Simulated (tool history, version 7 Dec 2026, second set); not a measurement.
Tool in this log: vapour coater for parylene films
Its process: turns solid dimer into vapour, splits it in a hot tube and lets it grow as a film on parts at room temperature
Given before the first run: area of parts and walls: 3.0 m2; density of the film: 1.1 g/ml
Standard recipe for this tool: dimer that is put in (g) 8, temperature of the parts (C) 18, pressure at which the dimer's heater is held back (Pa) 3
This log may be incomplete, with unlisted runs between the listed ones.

run,hour,dimer that is put in (g),temperature of the parts (C),pressure at which the dimer's heater is held back (Pa),thickness of the film (nm)
1,0,8,18,3,1840
2,21.4,8,18,3,1850
3,39.3,8,18,2.81,1880
4,48.5,8,18,3,1820
5,61.3,8,18,3,1820
6,71.3,8,18,3,1820
7,87.7,8,18,3,1840
# hour 93.6: trap's valve overhauled
8,108.2,10,25,11.61,1570
9,127.9,5,25,11.61,780
10,137.9,5,25,11.61,780
# hour 140.7: table's thermometer calibrated
11,159.5,9,28,2.16,1970
12,172.2,11,30,11.85,1550
13,185.9,11,30,11.85,1560

The logged runs with the hidden state left out (each run's random variation unchanged):
Hidden state at play: vapour lost through the trap's worn valve, %; true temperature of the parts over the reading, C; drift of the gauge itself on film_um, %.
run,thickness of the film (nm)
1,1960
2,1970
3,2010
4,1960
5,1960
6,1970
7,1990
8,1580
9,790
10,790
11,2000
12,1570
13,1580

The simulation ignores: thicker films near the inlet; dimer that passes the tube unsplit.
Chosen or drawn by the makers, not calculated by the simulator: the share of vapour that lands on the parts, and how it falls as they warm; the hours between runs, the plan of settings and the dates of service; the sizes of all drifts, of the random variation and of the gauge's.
